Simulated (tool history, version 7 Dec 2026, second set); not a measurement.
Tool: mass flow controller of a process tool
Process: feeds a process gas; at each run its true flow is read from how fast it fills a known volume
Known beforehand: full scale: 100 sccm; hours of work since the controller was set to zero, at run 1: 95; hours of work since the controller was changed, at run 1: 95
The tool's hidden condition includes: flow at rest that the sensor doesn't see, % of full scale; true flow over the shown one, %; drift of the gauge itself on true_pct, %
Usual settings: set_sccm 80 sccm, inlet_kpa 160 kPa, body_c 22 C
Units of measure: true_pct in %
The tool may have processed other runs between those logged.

run   hour  set_sccm  inlet_kpa  body_c  hours of work since the controller was set to zero  hours of work since the controller was changed  true_pct
  1    0.0        80        160      22                                                  95                                              95     99.67
  2   83.1        80        160      22                                                 128                                             128     99.62
  3  129.2        80        160      22                                                 146                                             146     99.65
  4  224.6        80        160      22                                                 183                                             183     99.72
  5  292.9        17        160      22                                                 210                                             210     97.87
  6  376.8        17        160      22                                                 243                                             243     97.96
  7  417.5        92        160      26                                                 259                                             259     99.54
  8  482.8        92        160      26                                                 284                                             284     99.62
  9  543.0        83        171      21                                                 308                                             308     99.85
 10  608.9        83        261      21                                                 333                                             333    100.57
 11  691.1        65        143      22                                                 366                                             366     99.14
 12  733.4        39        190      32                                                 382                                             382     98.33

3 ways to go on from here, each from the tool as it stands after run 12. What would each give?
  A  789.0        11        256      34                                                 404                                             404         ?
  B  789.0        42        190      32                                                 404                                             404         ?
  C  789.0        80        160      35                                                 404                                             404         ?

run  true_pct
  A     97.12
  B     98.14
  C     98.75
The same runs, with their run-to-run variation unchanged, on a tool lacking any hidden condition would have given:
run  true_pct
  A     98.10
  B     98.22
  C     98.68

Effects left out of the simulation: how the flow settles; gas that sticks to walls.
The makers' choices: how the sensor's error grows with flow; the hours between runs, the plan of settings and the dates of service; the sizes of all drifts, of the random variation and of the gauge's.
